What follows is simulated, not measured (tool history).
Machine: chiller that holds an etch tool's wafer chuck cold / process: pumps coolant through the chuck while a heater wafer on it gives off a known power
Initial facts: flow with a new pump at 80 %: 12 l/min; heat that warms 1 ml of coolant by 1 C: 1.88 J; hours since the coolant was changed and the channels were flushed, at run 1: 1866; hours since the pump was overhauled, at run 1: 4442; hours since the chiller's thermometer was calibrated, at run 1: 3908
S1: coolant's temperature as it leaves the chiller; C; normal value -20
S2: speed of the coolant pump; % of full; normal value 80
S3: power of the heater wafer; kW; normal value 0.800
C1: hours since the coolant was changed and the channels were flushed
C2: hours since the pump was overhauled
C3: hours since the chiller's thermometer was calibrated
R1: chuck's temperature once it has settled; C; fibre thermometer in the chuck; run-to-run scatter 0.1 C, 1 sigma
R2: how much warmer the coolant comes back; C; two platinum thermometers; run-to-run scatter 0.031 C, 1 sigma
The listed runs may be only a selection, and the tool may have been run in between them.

run    hour   S1  S2     S3    C1    C2    C3     R1    R2
  1     0.0  -20  80  0.800  1866  4442  3908  -14.2  2.14
  2   108.4  -20  80  0.800  1975  4551  4017  -14.4  2.14
  3   229.7  -20  80  0.800  2096  4672  4138  -14.4  2.16
  4   322.0  -20  80  0.800  2188  4764  4230  -14.4  2.15
  5   409.4  -20  80  0.800  2276  4852  4318  -14.3  2.19
  6   591.8  -20  80  0.800  2458  5034  4500  -14.7  2.21
  7   718.3  -20  80  0.800  2584  5161  4627  -14.3  2.18
  8   800.3  -20  77  0.800  2666  5243  4709  -14.2  2.31
  9   895.5  -20  77  0.800  2762  5338  4804  -14.4  2.28
 10   985.0  -18  90  0.459  2851  5427  4893  -15.1  1.18
 11  1086.6  -18  90  0.459  2953  5529  4995  -15.1  1.15
 12  1176.3  -24  90  0.459  3042  5618  5085  -21.1  1.19
 13  1280.9  -20  80  0.443  3147  5723  5189  -17.0  1.29
 14  1403.0  -26  97  0.534  3269  5845  5311  -22.7  1.31
     1420.9  -- chiller's thermometer calibrated
 15  1578.9  -26  97  0.534  3444  6020   158  -22.8  1.29
 16  1705.4  -24  80  0.800  3571  6147   285  -18.4  2.28
 17  1780.2  -24  80  0.800  3645  6221   359  -18.4  2.33

What if the next run were any one of these 5? Each begins from the tool's condition after run 17:
  A  1943.0  -26  75  0.800  3808  6384  522   ?   ?
  B  1943.0  -16  66  0.800  3808  6384  522   ?   ?
  C  1943.0  -20  80  1.011  3808  6384  522   ?   ?
  D  1943.0  -17  80  0.800  3808  6384  522   ?   ?
  E  1943.0  -10  89  0.691  3808  6384  522   ?   ?

run     R1    R2
  A  -20.1  2.45
  B   -9.5  2.86
  C  -12.9  2.92
  D  -11.4  2.31
  E   -5.6  1.81
With the hidden condition removed and each run's random variation left untouched, the same runs would have given:
run     R1    R2
  A  -20.1  2.28
  B   -9.6  2.69
  C  -13.0  2.76
  D  -11.4  2.15
  E   -5.6  1.65

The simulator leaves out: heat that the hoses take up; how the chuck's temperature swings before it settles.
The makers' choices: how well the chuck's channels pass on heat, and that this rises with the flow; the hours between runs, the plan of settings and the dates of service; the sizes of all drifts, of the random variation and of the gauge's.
